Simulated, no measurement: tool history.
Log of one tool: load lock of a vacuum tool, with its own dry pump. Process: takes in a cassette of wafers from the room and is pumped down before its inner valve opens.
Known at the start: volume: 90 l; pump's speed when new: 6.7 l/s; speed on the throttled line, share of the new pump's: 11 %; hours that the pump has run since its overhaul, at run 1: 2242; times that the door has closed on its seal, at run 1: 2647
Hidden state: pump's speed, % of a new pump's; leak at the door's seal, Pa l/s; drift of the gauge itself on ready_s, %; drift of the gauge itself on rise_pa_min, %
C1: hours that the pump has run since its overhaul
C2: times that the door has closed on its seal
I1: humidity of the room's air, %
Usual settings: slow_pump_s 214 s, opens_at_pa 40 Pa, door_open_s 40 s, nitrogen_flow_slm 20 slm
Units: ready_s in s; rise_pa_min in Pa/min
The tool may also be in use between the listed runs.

run 1 hour=0.0 | slow_pump_s=214 opens_at_pa=40 door_open_s=40 nitrogen_flow_slm=20 | C1=2242 C2=2647 | I1=44.7 | ready_s=295.9 rise_pa_min=0.017
run 2 hour=246.3 | slow_pump_s=214 opens_at_pa=40 door_open_s=40 nitrogen_flow_slm=20 | C1=2488 C2=3009 | I1=41.7 | ready_s=296.1 rise_pa_min=0.011
run 3 hour=383.6 | slow_pump_s=214 opens_at_pa=40 door_open_s=40 nitrogen_flow_slm=20 | C1=2626 C2=3210 | I1=45.5 | ready_s=295.3 rise_pa_min=0.015
run 4 hour=555.4 | slow_pump_s=214 opens_at_pa=40 door_open_s=40 nitrogen_flow_slm=20 | C1=2798 C2=3462 | I1=49.6 | ready_s=296.3 rise_pa_min=0.017
run 5 hour=746.1 | slow_pump_s=214 opens_at_pa=40 door_open_s=40 nitrogen_flow_slm=20 | C1=2988 C2=3742 | I1=40.7 | ready_s=297.3 rise_pa_min=0.011
run 6 hour=998.7 | slow_pump_s=214 opens_at_pa=44 door_open_s=40 nitrogen_flow_slm=20 | C1=3241 C2=4113 | I1=46.9 | ready_s=290.7 rise_pa_min=0.015
run 7 hour=1240.3 | slow_pump_s=214 opens_at_pa=29 door_open_s=40 nitrogen_flow_slm=20 | C1=3482 C2=4467 | I1=43.9 | ready_s=298.0 rise_pa_min=0.012
run 8 hour=1353.7 | slow_pump_s=214 opens_at_pa=40 door_open_s=40 nitrogen_flow_slm=20 | C1=3596 C2=4633 | I1=46.5 | ready_s=293.8 rise_pa_min=0.019
run 9 hour=1508.9 | slow_pump_s=214 opens_at_pa=40 door_open_s=40 nitrogen_flow_slm=20 | C1=3751 C2=4861 | I1=46.7 | ready_s=293.2 rise_pa_min=0.015
run 10 hour=1787.7 | slow_pump_s=137 opens_at_pa=40 door_open_s=40 nitrogen_flow_slm=20 | C1=4030 C2=5270 | I1=46.0 | ready_s=224.9 rise_pa_min=0.016
run 11 hour=2021.3 | slow_pump_s=137 opens_at_pa=40 door_open_s=40 nitrogen_flow_slm=20 | C1=4263 C2=5613 | I1=43.5 | ready_s=224.7 rise_pa_min=0.015
run 12 hour=2300.9 | slow_pump_s=137 opens_at_pa=40 door_open_s=40 nitrogen_flow_slm=20 | C1=4543 C2=6023 | I1=47.8 | ready_s=225.6 rise_pa_min=0.013
run 13 hour=2537.5 | slow_pump_s=272 opens_at_pa=40 door_open_s=40 nitrogen_flow_slm=20 | C1=4780 C2=6370 | I1=47.1 | ready_s=346.8 rise_pa_min=0.014
run 14 hour=2688.1 | slow_pump_s=272 opens_at_pa=40 door_open_s=40 nitrogen_flow_slm=20 | C1=4930 C2=6591 | I1=45.3 | ready_s=345.6 rise_pa_min=0.020
run 15 hour=2871.9 | slow_pump_s=214 opens_at_pa=40 door_open_s=75 nitrogen_flow_slm=42 | C1=5114 C2=6861 | I1=46.5 | ready_s=296.2 rise_pa_min=0.020
run 16 hour=3031.6 | slow_pump_s=214 opens_at_pa=40 door_open_s=75 nitrogen_flow_slm=42 | C1=5274 C2=7095 | I1=45.7 | ready_s=297.5 rise_pa_min=0.012
run 17 hour=3295.4 | slow_pump_s=247 opens_at_pa=40 door_open_s=125 nitrogen_flow_slm=44 | C1=5538 C2=7482 | I1=44.7 | ready_s=321.7 rise_pa_min=0.024
run 18 hour=3445.7 | slow_pump_s=247 opens_at_pa=40 door_open_s=125 nitrogen_flow_slm=44 | C1=5688 C2=7703 | I1=45.5 | ready_s=325.5 rise_pa_min=0.021
run 19 hour=3659.4 | slow_pump_s=214 opens_at_pa=38 door_open_s=40 nitrogen_flow_slm=4 | C1=5902 C2=8016 | I1=47.8 | ready_s=293.2 rise_pa_min=0.028
run 20 hour=3849.9 | slow_pump_s=253 opens_at_pa=40 door_open_s=115 nitrogen_flow_slm=20 | C1=6092 C2=8295 | I1=46.6 | ready_s=331.6 rise_pa_min=0.029
run 21 hour=3967.7 | slow_pump_s=253 opens_at_pa=40 door_open_s=115 nitrogen_flow_slm=20 | C1=6210 C2=8468 | I1=42.3 | ready_s=325.4 rise_pa_min=0.026
run 22 hour=4118.9 | slow_pump_s=253 opens_at_pa=40 door_open_s=152 nitrogen_flow_slm=32 | C1=6361 C2=8690 | I1=42.4 | ready_s=330.3 rise_pa_min=0.026
run 23 hour=4289.3 | slow_pump_s=253 opens_at_pa=40 door_open_s=152 nitrogen_flow_slm=32 | C1=6531 C2=8940 | I1=45.2 | ready_s=327.8 rise_pa_min=0.030
run 24 hour=4451.6 | slow_pump_s=378 opens_at_pa=40 door_open_s=40 nitrogen_flow_slm=32 | C1=6694 C2=9178 | I1=44.0 | ready_s=440.4 rise_pa_min=0.010

3 ways to go on from here, each from the tool as it stands after run 24. What would each give?
run A hour=4565.8 | slow_pump_s=378 opens_at_pa=36 door_open_s=149 nitrogen_flow_slm=32 | C1=6808 C2=9346 | I1=47.8 | ready_s=? rise_pa_min=?
run B hour=4565.8 | slow_pump_s=301 opens_at_pa=49 door_open_s=38 nitrogen_flow_slm=32 | C1=6808 C2=9346 | I1=44.8 | ready_s=? rise_pa_min=?
run C hour=4565.8 | slow_pump_s=269 opens_at_pa=40 door_open_s=196 nitrogen_flow_slm=32 | C1=6808 C2=9346 | I1=45.2 | ready_s=? rise_pa_min=?

run=A ready_s=440.6 rise_pa_min=0.031
run=B ready_s=372.2 rise_pa_min=0.018
run=C ready_s=347.4 rise_pa_min=0.041
Without the tool's hidden state the same runs would have given:
run=A ready_s=440.6 rise_pa_min=0.031
run=B ready_s=372.1 rise_pa_min=0.018
run=C ready_s=347.4 rise_pa_min=0.041

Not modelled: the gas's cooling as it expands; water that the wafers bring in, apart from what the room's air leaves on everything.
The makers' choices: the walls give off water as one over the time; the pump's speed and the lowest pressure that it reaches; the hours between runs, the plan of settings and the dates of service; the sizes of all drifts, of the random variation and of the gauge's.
